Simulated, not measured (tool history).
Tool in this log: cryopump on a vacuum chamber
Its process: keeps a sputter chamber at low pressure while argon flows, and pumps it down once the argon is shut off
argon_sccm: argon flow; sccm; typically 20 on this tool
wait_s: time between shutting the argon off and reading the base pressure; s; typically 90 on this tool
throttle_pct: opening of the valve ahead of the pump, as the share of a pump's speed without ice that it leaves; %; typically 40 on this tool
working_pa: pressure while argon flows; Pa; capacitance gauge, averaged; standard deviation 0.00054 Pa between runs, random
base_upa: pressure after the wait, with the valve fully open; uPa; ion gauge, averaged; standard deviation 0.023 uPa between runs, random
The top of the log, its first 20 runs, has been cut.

run	day	argon_sccm	wait_s	throttle_pct	hours of work since the pump was warmed up and emptied	hours of work since the cold head was overhauled	hours of work since the chamber's fittings were tightened	working_pa	base_upa
21	38.321	25	90	35	546	2865	190	0.0799	0.84
22	39.629	20	72	46	573	2891	217	0.0508	0.95
23	41.412	20	72	46	609	2927	253	0.0498	0.99
24	43.233	20	72	46	646	2964	290	0.0519	0.98
25	45.512	37	90	40	692	3010	336	0.1085	0.90
26	47.096	37	90	40	724	3042	368	0.1088	0.88
# day 48.592: pump warmed up, emptied and cooled again
27	48.679	11	38	35	2	3070	395	0.0318	1.56
28	51.533	20	74	20	59	3127	453	0.1037	0.95

Run 29 has not been measured yet. What should we expect?
29	53.362	20	235	18	96	3164	490	?	?

working_pa: 0.1139 Pa
base_upa: 0.49 uPa
The same run, on a tool lacking any hidden state, would have yielded working_pa 0.1126 Pa, base_upa 0.38 uPa.

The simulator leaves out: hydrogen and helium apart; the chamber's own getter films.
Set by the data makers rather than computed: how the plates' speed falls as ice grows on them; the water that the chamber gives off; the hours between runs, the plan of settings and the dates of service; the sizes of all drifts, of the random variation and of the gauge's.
